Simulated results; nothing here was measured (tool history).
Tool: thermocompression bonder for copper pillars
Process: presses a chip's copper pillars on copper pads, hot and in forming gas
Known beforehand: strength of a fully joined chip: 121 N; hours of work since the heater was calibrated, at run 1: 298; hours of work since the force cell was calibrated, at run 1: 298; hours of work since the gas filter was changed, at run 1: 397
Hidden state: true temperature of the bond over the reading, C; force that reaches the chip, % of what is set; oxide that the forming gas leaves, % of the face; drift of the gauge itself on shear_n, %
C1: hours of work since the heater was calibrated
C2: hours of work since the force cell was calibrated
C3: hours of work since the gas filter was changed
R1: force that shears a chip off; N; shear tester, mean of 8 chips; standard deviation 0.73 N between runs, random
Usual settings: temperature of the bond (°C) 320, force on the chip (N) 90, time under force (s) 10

Run 1, hour 0.0: usual settings; C1 298; C2 298; C3 397. Result: R1 79.4 N.
Run 2, hour 84.6: usual settings; C1 354; C2 354; C3 453. Result: R1 80.9 N.
At hour 116.1: forming gas filter changed.
Run 3, hour 179.3: usual settings but force on the chip (N) 84; C1 415; C2 415; C3 41. Result: R1 78.3 N.
Run 4, hour 271.9: usual settings but force on the chip (N) 55; C1 476; C2 476; C3 102. Result: R1 64.9 N.
Run 5, hour 361.6: usual settings but force on the chip (N) 55; C1 535; C2 535; C3 161. Result: R1 64.4 N.
Run 6, hour 425.9: usual settings but time under force (s) 7; C1 577; C2 577; C3 203. Result: R1 72.3 N.
Run 7, hour 511.4: usual settings but time under force (s) 7; C1 633; C2 633; C3 259. Result: R1 73.8 N.
Run 8, hour 560.0: usual settings but time under force (s) 15; C1 665; C2 665; C3 291. Result: R1 89.2 N.
Run 9, hour 647.4: usual settings but time under force (s) 15; C1 722; C2 722; C3 348. Result: R1 90.6 N.
Run 10, hour 729.8: usual settings but time under force (s) 15; C1 776; C2 776; C3 402. Result: R1 90.6 N.
Run 11, hour 786.5: usual settings; C1 813; C2 813; C3 439. Result: R1 81.7 N.
At hour 838.8: forming gas filter changed.
Run 12, hour 874.4: usual settings; C1 870; C2 870; C3 23. Result: R1 81.0 N.
Run 13, hour 954.5: usual settings but force on the chip (N) 133; C1 923; C2 923; C3 76. Result: R1 94.8 N.
Run 14, hour 1021.7: usual settings but force on the chip (N) 133; C1 967; C2 967; C3 120. Result: R1 93.6 N.
Run 15, hour 1096.9: usual settings; C1 1016; C2 1016; C3 169. Result: R1 80.4 N.
At hour 1145.7: heater calibrated with a thermocouple chip.
Run 16, hour 1169.8: usual settings but time under force (s) 25; C1 16; C2 1062; C3 215. Result: R1 99.6 N.
At hour 1226.4: force cell calibrated.
Run 17, hour 1228.3: usual settings but time under force (s) 25; C1 53; C2 1; C3 253. Result: R1 99.2 N.
Run 18, hour 1308.9: usual settings but time under force (s) 25; C1 106; C2 54; C3 306. Result: R1 99.3 N.
Run 19, hour 1390.7: usual settings but time under force (s) 25; C1 159; C2 108; C3 359. Result: R1 99.3 N.
Run 20, hour 1460.4: usual settings; C1 205; C2 153; C3 405. Result: R1 81.3 N.
Run 21, hour 1552.8: usual settings; C1 266; C2 214; C3 465. Result: R1 80.1 N.
At hour 1570.2: forming gas filter changed.
Run 22, hour 1624.2: usual settings but force on the chip (N) 92, time under force (s) 13; C1 312; C2 260; C3 35. Result: R1 87.7 N.
Run 23, hour 1677.5: usual settings but force on the chip (N) 86, time under force (s) 11; C1 347; C2 295; C3 70. Result: R1 81.5 N.
Run 24, hour 1768.2: usual settings but temperature of the bond (°C) 338, force on the chip (N) 86, time under force (s) 11; C1 406; C2 354; C3 130. Result: R1 90.4 N.
Run 25, hour 1835.7: usual settings but force on the chip (N) 130, time under force (s) 12; C1 451; C2 399; C3 174. Result: R1 96.0 N.
Run 26, hour 1910.3: usual settings but temperature of the bond (°C) 310, force on the chip (N) 132, time under force (s) 5; C1 499; C2 447; C3 223. Result: R1 72.6 N.
Run 27, hour 1965.2: usual settings but temperature of the bond (°C) 310, force on the chip (N) 115, time under force (s) 5; C1 535; C2 483; C3 259. Result: R1 67.9 N.
Run 28, hour 2057.3: usual settings but temperature of the bond (°C) 349, time under force (s) 22; C1 596; C2 544; C3 319. Result: R1 109.8 N.
Run 29, hour 2153.6: usual settings but temperature of the bond (°C) 344; C1 659; C2 607; C3 382. Result: R1 94.5 N.
Run 30, hour 2203.7: usual settings but temperature of the bond (°C) 344; C1 691; C2 640; C3 415. Result: R1 92.9 N.
At hour 2291.3: forming gas filter changed.
Run 31, hour 2293.5: usual settings but temperature of the bond (°C) 315, force on the chip (N) 82; C1 750; C2 698; C3 1. Result: R1 75.1 N.
Run 32, hour 2391.5: usual settings but force on the chip (N) 96; C1 814; C2 762; C3 66. Result: R1 84.6 N.
Run 33, hour 2458.6: usual settings but temperature of the bond (°C) 309, force on the chip (N) 96, time under force (s) 11; C1 858; C2 806; C3 110. Result: R1 78.9 N.
Run 34, hour 2504.6: usual settings but temperature of the bond (°C) 328, force on the chip (N) 58, time under force (s) 27; C1 888; C2 836; C3 140. Result: R1 93.9 N.
Run 35, hour 2598.3: usual settings but temperature of the bond (°C) 328, force on the chip (N) 58, time under force (s) 27; C1 949; C2 898; C3 201. Result: R1 93.4 N.
Run 36, hour 2674.9: usual settings; C1 1000; C2 948; C3 251. Result: R1 80.8 N.
At hour 2747.6: heater calibrated with a thermocouple chip.
Run 37, hour 2752.2: usual settings but time under force (s) 9; C1 3; C2 997; C3 300. Result: R1 78.7 N.
Run 38, hour 2829.8: usual settings but temperature of the bond (°C) 347, force on the chip (N) 121, time under force (s) 19; C1 54; C2 1048; C3 351. Result: R1 111.7 N.
Run 39, hour 2869.9: usual settings but temperature of the bond (°C) 350, force on the chip (N) 122, time under force (s) 13; C1 80; C2 1074; C3 378. Result: R1 110.2 N.

3 ways to go on from here, each from the tool as it stands after run 39. What would each give?
At hour 2903.6: force cell calibrated.
Run A, hour 2960.6: usual settings but force on the chip (N) 106, time under force (s) 6; C1 139; C2 37; C3 436. Result: R1 ?.
At hour 2903.6: force cell calibrated.
Run B, hour 2960.6: usual settings but temperature of the bond (°C) 306, time under force (s) 17; C1 139; C2 37; C3 436. Result: R1 ?.
At hour 2903.6: force cell calibrated.
Run C, hour 2960.6: usual settings but temperature of the bond (°C) 329, force on the chip (N) 58, time under force (s) 7; C1 139; C2 37; C3 436. Result: R1 ?.

run    R1
  A  75.4
  B  83.3
  C  63.2
Without the tool's unlogged condition, the same runs would have read:
run    R1
  A  75.5
  B  83.4
  C  63.3
